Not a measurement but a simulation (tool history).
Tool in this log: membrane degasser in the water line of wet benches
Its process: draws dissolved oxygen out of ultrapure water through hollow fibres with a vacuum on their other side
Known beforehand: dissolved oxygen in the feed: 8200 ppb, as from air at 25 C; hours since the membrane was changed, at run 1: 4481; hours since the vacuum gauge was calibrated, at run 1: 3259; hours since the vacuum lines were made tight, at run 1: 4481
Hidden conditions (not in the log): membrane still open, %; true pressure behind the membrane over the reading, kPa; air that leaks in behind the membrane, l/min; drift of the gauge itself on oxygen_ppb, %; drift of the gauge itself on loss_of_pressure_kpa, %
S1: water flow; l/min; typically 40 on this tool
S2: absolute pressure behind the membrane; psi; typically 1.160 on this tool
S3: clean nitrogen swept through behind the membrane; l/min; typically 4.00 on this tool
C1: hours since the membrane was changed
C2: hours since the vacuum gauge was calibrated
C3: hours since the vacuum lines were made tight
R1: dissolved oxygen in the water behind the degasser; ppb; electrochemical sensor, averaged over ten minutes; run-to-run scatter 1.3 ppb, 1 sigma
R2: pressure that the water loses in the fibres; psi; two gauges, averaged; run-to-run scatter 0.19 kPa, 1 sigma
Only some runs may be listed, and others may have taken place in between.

run 1 hour=0.0 | S1=40 S2=1.160 S3=4.00 | C1=4481 C2=3259 C3=4481 | R1=122.8 R2=5.690
run 2 hour=149.8 | S1=40 S2=1.160 S3=4.00 | C1=4630 C2=3409 C3=4630 | R1=123.0 R2=5.762
run 3 hour=241.5 | S1=40 S2=2.592 S3=4.00 | C1=4722 C2=3501 C3=4722 | R1=341.3 R2=5.752
run 4 hour=350.6 | S1=40 S2=2.592 S3=4.00 | C1=4831 C2=3610 C3=4831 | R1=344.3 R2=5.700
run 5 hour=463.6 | S1=40 S2=2.592 S3=5.43 | C1=4944 C2=3723 C3=4944 | R1=263.0 R2=5.796
run 6 hour=555.6 | S1=40 S2=1.160 S3=2.40 | C1=5036 C2=3815 C3=5036 | R1=188.1 R2=5.770
run 7 hour=632.6 | S1=40 S2=1.160 S3=8.38 | C1=5113 C2=3892 C3=5113 | R1=65.9 R2=5.762
run 8 hour=769.4 | S1=40 S2=1.160 S3=8.38 | C1=5250 C2=4029 C3=5250 | R1=67.7 R2=5.717
run 9 hour=856.2 | S1=40 S2=1.160 S3=8.38 | C1=5337 C2=4115 C3=5337 | R1=66.3 R2=5.788
run 10 hour=974.8 | S1=40 S2=1.160 S3=8.38 | C1=5456 C2=4234 C3=5456 | R1=66.7 R2=5.815
run 11 hour=1061.1 | S1=40 S2=1.160 S3=4.00 | C1=5542 C2=4320 C3=5542 | R1=121.8 R2=5.799
run 12 hour=1142.2 | S1=40 S2=1.160 S3=4.00 | C1=5623 C2=4401 C3=5623 | R1=123.9 R2=5.783
run 13 hour=1218.9 | S1=40 S2=1.160 S3=4.00 | C1=5700 C2=4478 C3=5700 | R1=124.3 R2=5.803
run 14 hour=1279.4 | S1=40 S2=1.160 S3=4.00 | C1=5760 C2=4539 C3=5760 | R1=123.0 R2=5.812
run 15 hour=1341.5 | S1=40 S2=1.160 S3=4.00 | C1=5822 C2=4601 C3=5822 | R1=124.0 R2=5.742
run 16 hour=1439.4 | S1=40 S2=1.160 S3=8.21 | C1=5920 C2=4699 C3=5920 | R1=68.5 R2=5.773
run 17 hour=1563.4 | S1=40 S2=1.160 S3=4.00 | C1=6044 C2=4823 C3=6044 | R1=123.6 R2=5.817
run 18 hour=1697.4 | S1=40 S2=1.160 S3=4.00 | C1=6178 C2=4957 C3=6178 | R1=125.3 R2=5.768
run 19 hour=1815.4 | S1=53 S2=1.317 S3=6.13 | C1=6296 C2=5075 C3=6296 | R1=160.9 R2=7.629
run 20 hour=1906.0 | S1=53 S2=1.317 S3=6.13 | C1=6387 C2=5165 C3=6387 | R1=160.1 R2=7.677
run 21 hour=1989.4 | S1=53 S2=1.160 S3=3.76 | C1=6470 C2=5249 C3=6470 | R1=195.7 R2=7.723
run 22 hour=2102.7 | S1=26 S2=1.675 S3=1.62 | C1=6583 C2=5362 C3=6583 | R1=298.0 R2=3.765
run 23 hour=2163.3 | S1=27 S2=1.063 S3=1.62 | C1=6644 C2=5422 C3=6644 | R1=153.4 R2=3.945
run 24 hour=2292.6 | S1=35 S2=1.569 S3=1.92 | C1=6773 C2=5552 C3=6773 | R1=310.1 R2=5.121
run 25 hour=2353.9 | S1=26 S2=0.743 S3=1.92 | C1=6835 C2=5613 C3=6835 | R1=61.5 R2=3.767
run 26 hour=2453.9 | S1=40 S2=1.949 S3=1.97 | C1=6935 C2=5713 C3=6935 | R1=447.7 R2=5.867
run 27 hour=2574.5 | S1=40 S2=1.949 S3=1.97 | C1=7055 C2=5834 C3=7055 | R1=448.8 R2=5.846
run 28 hour=2719.3 | S1=40 S2=1.949 S3=1.97 | C1=7200 C2=5979 C3=7200 | R1=447.8 R2=5.852
run 29 hour=2794.9 | S1=53 S2=1.160 S3=8.95 | C1=7276 C2=6054 C3=7276 | R1=110.7 R2=7.793
run 30 hour=2858.2 | S1=53 S2=1.160 S3=8.95 | C1=7339 C2=6117 C3=7339 | R1=110.7 R2=7.746
run 31 hour=2924.3 | S1=32 S2=1.233 S3=11.19 | C1=7405 C2=6184 C3=7405 | R1=41.5 R2=4.749
run 32 hour=3029.8 | S1=40 S2=1.645 S3=3.03 | C1=7510 C2=6289 C3=7510 | R1=252.0 R2=5.881
-- hour=3161.4 gauge calibrated
run 33 hour=3180.6 | S1=31 S2=1.613 S3=3.63 | C1=7661 C2=6440 C3=7661 | R1=162.0 R2=4.467

Entry by entry between the runs, the difference in hidden state between the last listed run before and the first listed run after:
From run 32 to run 33: gauge calibrated (hour 3161.4)
  drift of the gauge itself on loss_of_pressure_kpa, %: 2.49 -> 0.02
  measured value less the no-hidden-state value, R2: +0.146 -> +0.004 psi
